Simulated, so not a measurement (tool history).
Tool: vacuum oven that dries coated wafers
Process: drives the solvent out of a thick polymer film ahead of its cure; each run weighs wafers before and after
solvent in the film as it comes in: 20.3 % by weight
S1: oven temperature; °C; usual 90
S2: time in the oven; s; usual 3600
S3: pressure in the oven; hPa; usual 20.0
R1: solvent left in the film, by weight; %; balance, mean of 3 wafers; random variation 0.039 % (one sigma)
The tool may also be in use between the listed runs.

| run | hour | S1 | S2 | S3 | R1 |
|---|---|---|---|---|---|
| 1 | 0.0 | 90 | 3600 | 20.0 | 3.53 |
| 2 | 19.2 | 90 | 3600 | 20.0 | 3.71 |
| 3 | 45.9 | 87 | 3600 | 20.0 | 4.66 |
| 4 | 61.4 | 87 | 3600 | 20.0 | 4.66 |
| 5 | 77.4 | 87 | 3600 | 20.0 | 4.67 |
| 6 | 109.1 | 87 | 3600 | 20.0 | 4.70 |
| 7 | 125.9 | 87 | 3600 | 20.0 | 4.62 |
| 8 | 158.6 | 87 | 3600 | 20.0 | 4.62 |
| 9 | 188.9 | 87 | 3600 | 20.0 | 4.58 |
| 10 | 209.1 | 90 | 3600 | 14.3 | 3.57 |
| 11 | 233.8 | 90 | 3600 | 20.0 | 3.78 |
| 12 | 263.5 | 90 | 3600 | 77.3 | 5.53 |
| 13 | 293.4 | 90 | 3600 | 12.5 | 3.50 |
| 14 | 325.1 | 90 | 3600 | 12.5 | 3.52 |
| 15 | 344.1 | 90 | 3600 | 12.5 | 3.58 |
| 16 | 377.1 | 90 | 3600 | 12.5 | 3.59 |
| 17 | 393.2 | 90 | 3600 | 20.0 | 3.80 |
| 18 | 426.3 | 90 | 3600 | 20.0 | 3.84 |
| 19 | 445.2 | 90 | 4080 | 20.0 | 3.23 |
| 20 | 473.8 | 90 | 4080 | 20.0 | 3.21 |
| 21 | 505.1 | 90 | 4080 | 20.0 | 3.26 |
| 22 | 536.9 | 90 | 4080 | 15.7 | 3.17 |
| 23 | 568.3 | 90 | 4080 | 15.7 | 3.13 |
| 24 | 584.0 | 90 | 3600 | 20.0 | 3.89 |
|  | 588.4 | oven's thermocouples calibrated |
| 25 | 609.8 | 82 | 4140 | 59.1 | 8.15 |
|  | 639.8 | oven's thermocouples calibrated, once more |
| 26 | 645.0 | 86 | 1920 | 20.0 | 7.74 |
| 27 | 663.5 | 86 | 1920 | 20.0 | 7.72 |
| 28 | 696.9 | 86 | 1920 | 20.0 | 7.85 |
| 29 | 730.0 | 86 | 1920 | 21.3 | 7.83 |
| 30 | 761.6 | 86 | 4440 | 31.4 | 3.62 |
| 31 | 795.2 | 93 | 3600 | 10.5 | 2.06 |
| 32 | 812.5 | 89 | 4260 | 20.0 | 2.61 |
| 33 | 847.1 | 99 | 4140 | 12.7 | 0.84 |
| 34 | 869.7 | 103 | 2400 | 54.2 | 2.28 |
| 35 | 899.2 | 103 | 2400 | 54.2 | 2.33 |
| 36 | 918.2 | 103 | 3480 | 14.1 | 0.78 |
| 37 | 936.2 | 103 | 3480 | 14.1 | 0.71 |
| 38 | 959.1 | 90 | 2640 | 26.0 | 4.85 |
| 39 | 992.1 | 94 | 4860 | 14.3 | 1.17 |
| 40 | 1020.2 | 90 | 2280 | 20.0 | 5.57 |
| 41 | 1048.2 | 90 | 2280 | 20.0 | 5.56 |
| 42 | 1080.7 | 87 | 3060 | 20.0 | 4.98 |
| 43 | 1102.2 | 90 | 4860 | 20.0 | 2.09 |
| 44 | 1121.2 | 85 | 2040 | 25.8 | 8.04 |
| 45 | 1135.6 | 85 | 2040 | 25.8 | 8.20 |
| 46 | 1165.3 | 86 | 3600 | 20.0 | 4.47 |
| 47 | 1198.7 | 86 | 3600 | 20.0 | 4.60 |

The same runs without the tool's hidden state, with the same run-to-run variation:
The hidden state here: true wafer temperature over the reading, C; true pressure over the reading, kPa; drift of the gauge itself on solvent_pct, %.
| run | R1 |
|---|---|
| 1 | 2.84 |
| 2 | 3.01 |
| 3 | 3.85 |
| 4 | 3.84 |
| 5 | 3.84 |
| 6 | 3.86 |
| 7 | 3.77 |
| 8 | 3.76 |
| 9 | 3.72 |
| 10 | 2.78 |
| 11 | 2.96 |
| 12 | 4.61 |
| 13 | 2.70 |
| 14 | 2.70 |
| 15 | 2.74 |
| 16 | 2.74 |
| 17 | 2.93 |
| 18 | 2.95 |
| 19 | 2.40 |
| 20 | 2.38 |
| 21 | 2.40 |
| 22 | 2.31 |
| 23 | 2.26 |
| 24 | 2.92 |
| 25 | 6.20 |
| 26 | 7.72 |
| 27 | 7.70 |
| 28 | 7.81 |
| 29 | 7.77 |
| 30 | 3.50 |
| 31 | 1.94 |
| 32 | 2.47 |
| 33 | 0.72 |
| 34 | 2.18 |
| 35 | 2.23 |
| 36 | 0.67 |
| 37 | 0.60 |
| 38 | 4.68 |
| 39 | 1.00 |
| 40 | 5.38 |
| 41 | 5.36 |
| 42 | 4.73 |
| 43 | 1.85 |
| 44 | 7.80 |
| 45 | 7.95 |
| 46 | 4.17 |
| 47 | 4.28 |
